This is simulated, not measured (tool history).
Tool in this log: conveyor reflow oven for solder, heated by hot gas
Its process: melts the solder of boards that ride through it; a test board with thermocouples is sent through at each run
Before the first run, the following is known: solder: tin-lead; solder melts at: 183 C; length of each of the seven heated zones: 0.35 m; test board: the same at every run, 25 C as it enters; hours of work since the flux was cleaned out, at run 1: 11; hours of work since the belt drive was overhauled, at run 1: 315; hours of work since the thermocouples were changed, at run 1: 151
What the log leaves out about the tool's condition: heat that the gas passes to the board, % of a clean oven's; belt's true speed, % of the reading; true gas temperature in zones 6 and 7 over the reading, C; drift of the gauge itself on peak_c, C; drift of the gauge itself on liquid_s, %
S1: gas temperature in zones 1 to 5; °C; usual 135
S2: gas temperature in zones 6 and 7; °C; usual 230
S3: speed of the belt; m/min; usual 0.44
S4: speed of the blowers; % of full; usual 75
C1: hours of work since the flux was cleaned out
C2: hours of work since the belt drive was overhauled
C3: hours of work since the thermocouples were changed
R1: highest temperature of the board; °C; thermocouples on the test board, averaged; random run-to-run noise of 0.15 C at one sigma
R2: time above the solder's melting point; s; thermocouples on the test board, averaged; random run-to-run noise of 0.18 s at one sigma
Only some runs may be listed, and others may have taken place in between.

run   hour   S1   S2    S3  S4   C1   C2   C3     R1    R2
  1    0.0  135  230  0.44  75   11  315  151  217.7  72.2
  2   62.6  127  230  0.44  75   49  353  189  216.4  67.9
  3  126.5  135  230  0.44  75   88  392  228  217.4  71.8
  4  166.5  135  230  0.44  75  112  416  252  217.3  71.6
  5  193.4  135  230  0.44  75  128  433  268  217.4  71.5
  6  256.7  135  230  0.44  75  167  471  307  217.3  71.4
  7  283.1  135  224  0.44  75  183  487  323  211.7  66.2
  8  327.7  135  230  0.44  75  210  514  350  216.9  71.1
  9  386.8  135  230  0.44  75  246  550  386  216.7  71.1
 10  416.7  135  230  0.44  75  264  568  404  216.6  70.7
 11  474.1  135  230  0.44  75  299  603  439  216.5  71.0
 12  536.2  135  230  0.44  75  336  641  477  216.3  70.6
 13  569.0  135  230  0.44  75  356  661  496  216.1  70.2
 14  625.4  135  233  0.44  75  390  695  531  218.7  72.8
     670.2  -- flux residue cleaned out of gas plates and filters
 15  683.9  135  233  0.44  75    8  728  563  221.5  76.0
 16  730.7  135  233  0.44  75   37  756  592  221.5  75.7

For run 17, what comes out?
 17  789.8  135  233  0.44  75  73  792  627   ?   ?

Run 17 gave R1 221.4 °C, R2 76.0 s.
Without the tool's hidden state the same run would have given R1 220.3 °C, R2 74.3 s.

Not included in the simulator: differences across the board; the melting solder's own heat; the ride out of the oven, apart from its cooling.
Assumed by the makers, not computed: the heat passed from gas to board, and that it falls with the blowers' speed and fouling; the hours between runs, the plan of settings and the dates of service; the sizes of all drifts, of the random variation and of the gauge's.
